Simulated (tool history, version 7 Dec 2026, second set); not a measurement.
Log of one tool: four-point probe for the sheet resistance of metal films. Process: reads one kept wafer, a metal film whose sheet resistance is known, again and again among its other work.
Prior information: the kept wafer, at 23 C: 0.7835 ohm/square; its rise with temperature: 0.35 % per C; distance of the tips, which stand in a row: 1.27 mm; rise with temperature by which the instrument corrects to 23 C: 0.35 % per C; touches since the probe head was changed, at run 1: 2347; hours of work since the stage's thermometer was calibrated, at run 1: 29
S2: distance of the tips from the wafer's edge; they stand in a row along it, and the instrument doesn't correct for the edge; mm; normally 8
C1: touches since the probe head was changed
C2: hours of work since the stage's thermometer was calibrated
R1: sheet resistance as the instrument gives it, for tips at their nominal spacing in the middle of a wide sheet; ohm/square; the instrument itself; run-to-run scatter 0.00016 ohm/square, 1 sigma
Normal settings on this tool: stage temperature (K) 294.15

Run 1, hour 0: usual settings; C1 2347; C2 29. Result: R1 0.790651 ohm/square.
Run 2, hour 41.8: usual settings; C1 4311; C2 54. Result: R1 0.790136 ohm/square.
Run 3, hour 114.8: usual settings; C1 7737; C2 96. Result: R1 0.7902 ohm/square.
Run 4, hour 176.5: usual settings; C1 10637; C2 133. Result: R1 0.789657 ohm/square.
Run 5, hour 237.6: usual settings; C1 13504; C2 168. Result: R1 0.789605 ohm/square.
Run 6, hour 276.6: usual settings; C1 15336; C2 191. Result: R1 0.789287 ohm/square.
Run 7, hour 339.7: usual settings; C1 18300; C2 228. Result: R1 0.789334 ohm/square.
Run 8, hour 394.9: usual settings; C1 20892; C2 260. Result: R1 0.789131 ohm/square.
Run 9, hour 433.1: usual settings; C1 22689; C2 283. Result: R1 0.788782 ohm/square.
Run 10, hour 511.4: usual settings; C1 26364; C2 329. Result: R1 0.788749 ohm/square.
Run 11, hour 558.7: usual settings; C1 28586; C2 356. Result: R1 0.788437 ohm/square.
Run 12, hour 606.4: usual settings; C1 30826; C2 384. Result: R1 0.788285 ohm/square.
Run 13, hour 641.1: usual settings; C1 32456; C2 405. Result: R1 0.788335 ohm/square.
Run 14, hour 704.7: usual settings; C1 35441; C2 442. Result: R1 0.787984 ohm/square.
Run 15, hour 757.3: usual settings; C1 37914; C2 473. Result: R1 0.788003 ohm/square.
Run 16, hour 810.8: usual settings; C1 40423; C2 504. Result: R1 0.787651 ohm/square.
Run 17, hour 859: usual settings but stage temperature (K) 298.15; C1 42688; C2 532. Result: R1 0.787711 ohm/square.
Run 18, hour 919.9: usual settings but stage temperature (K) 298.15; C1 45550; C2 568. Result: R1 0.787314 ohm/square.
Run 19, hour 1003.3: usual settings but stage temperature (K) 298.15; C1 49467; C2 617. Result: R1 0.787153 ohm/square.
At hour 1009.5: stage's thermometer calibrated.
Run 20, hour 1083.3: usual settings but stage temperature (K) 295.15; C1 53198; C2 43. Result: R1 0.787099 ohm/square.
Run 21, hour 1155.6: usual settings but stage temperature (K) 295.15; C1 56594; C2 85. Result: R1 0.787112 ohm/square.
Run 22, hour 1231.1: usual settings but stage temperature (K) 295.15; C1 60141; C2 130. Result: R1 0.786484 ohm/square.
Run 23, hour 1307.9: usual settings but S2 10 mm; C1 63750; C2 175. Result: R1 0.782642 ohm/square.
At hour 1313.6: stage's thermometer calibrated, once more.
Run 24, hour 1389.7: usual settings but S2 10 mm; C1 67566; C2 45. Result: R1 0.781239 ohm/square.
Run 25, hour 1470.2: usual settings but stage temperature (K) 295.15, S2 49 mm; C1 71346; C2 92. Result: R1 0.774121 ohm/square.
Run 26, hour 1508.5: usual settings but stage temperature (K) 299.15, S2 9 mm; C1 73147; C2 114. Result: R1 0.782472 ohm/square.
Run 27, hour 1562.4: usual settings but stage temperature (K) 303.15; C1 75679; C2 146. Result: R1 0.784685 ohm/square.
Run 28, hour 1612.9: usual settings but stage temperature (K) 303.15; C1 78047; C2 175. Result: R1 0.784706 ohm/square.
Run 29, hour 1683.5: usual settings but stage temperature (K) 303.15; C1 81365; C2 217. Result: R1 0.78463 ohm/square.
Run 30, hour 1736.2: usual settings but stage temperature (K) 304.15, S2 7 mm; C1 83838; C2 247. Result: R1 0.787779 ohm/square.
Run 31, hour 1776.7: usual settings but S2 59 mm; C1 85741; C2 271. Result: R1 0.773381 ohm/square.
Run 32, hour 1849: usual settings but stage temperature (K) 301.15, S2 16 mm; C1 89136; C2 313. Result: R1 0.776114 ohm/square.
Run 33, hour 1908.3: usual settings but stage temperature (K) 298.15, S2 4 mm; C1 91921; C2 348. Result: R1 0.812702 ohm/square.
Run 34, hour 1985.1: usual settings but stage temperature (K) 298.15, S2 4 mm; C1 95527; C2 393. Result: R1 0.812352 ohm/square.
Run 35, hour 2027.1: usual settings but stage temperature (K) 298.15, S2 4 mm; C1 97502; C2 418. Result: R1 0.812376 ohm/square.
Run 36, hour 2066: usual settings but stage temperature (K) 296.15, S2 28 mm; C1 99328; C2 441. Result: R1 0.77336 ohm/square.
Run 37, hour 2117.7: usual settings but stage temperature (K) 295.15, S2 5 mm; C1 101757; C2 471. Result: R1 0.797917 ohm/square.
Run 38, hour 2191.3: usual settings but stage temperature (K) 297.15, S2 5 mm; C1 105213; C2 514. Result: R1 0.7977 ohm/square.
Run 39, hour 2256.1: usual settings but stage temperature (K) 297.15, S2 5 mm; C1 108258; C2 552. Result: R1 0.797728 ohm/square.
Run 40, hour 2309: usual settings but stage temperature (K) 301.15, S2 47 mm; C1 110739; C2 583. Result: R1 0.772104 ohm/square.
Run 41, hour 2366.6: usual settings but S2 18 mm; C1 113444; C2 617. Result: R1 0.773204 ohm/square.
Run 42, hour 2449.5: usual settings but stage temperature (K) 303.15, S2 36 mm; C1 117339; C2 665. Result: R1 0.772132 ohm/square.
Run 43, hour 2518.4: usual settings but stage temperature (K) 300.15, S2 62 mm; C1 120574; C2 705. Result: R1 0.771247 ohm/square.
At hour 2573.2: new probe head fitted.
Run 44, hour 2588.1: usual settings but stage temperature (K) 296.15, S2 17 mm; C1 700; C2 746. Result: R1 0.78712 ohm/square.
Run 45, hour 2628.9: usual settings but stage temperature (K) 296.15, S2 17 mm; C1 2615; C2 770. Result: R1 0.786943 ohm/square.
Run 46, hour 2698.8: usual settings but stage temperature (K) 296.15, S2 17 mm; C1 5898; C2 810. Result: R1 0.786613 ohm/square.

Consider 3 possible next runs. They are alternatives, not a sequence: every one starts from the tool as it was left by run 46. What does each give?
Run A, hour 2756.2: usual settings but stage temperature (K) 296.15, S2 17 mm; C1 8596; C2 844. Result: R1 ?.
Run B, hour 2756.2: usual settings but stage temperature (K) 296.15, S2 14 mm; C1 8596; C2 844. Result: R1 ?.
Run C, hour 2756.2: usual settings but stage temperature (K) 293.15, S2 17 mm; C1 8596; C2 844. Result: R1 ?.

run        R1
  A  0.786462
  B  0.787598
  C  0.786189
The same runs, with their run-to-run variation unchanged, on a tool lacking any hidden condition would have given:
run        R1
  A  0.785875
  B  0.787011
  C  0.785593

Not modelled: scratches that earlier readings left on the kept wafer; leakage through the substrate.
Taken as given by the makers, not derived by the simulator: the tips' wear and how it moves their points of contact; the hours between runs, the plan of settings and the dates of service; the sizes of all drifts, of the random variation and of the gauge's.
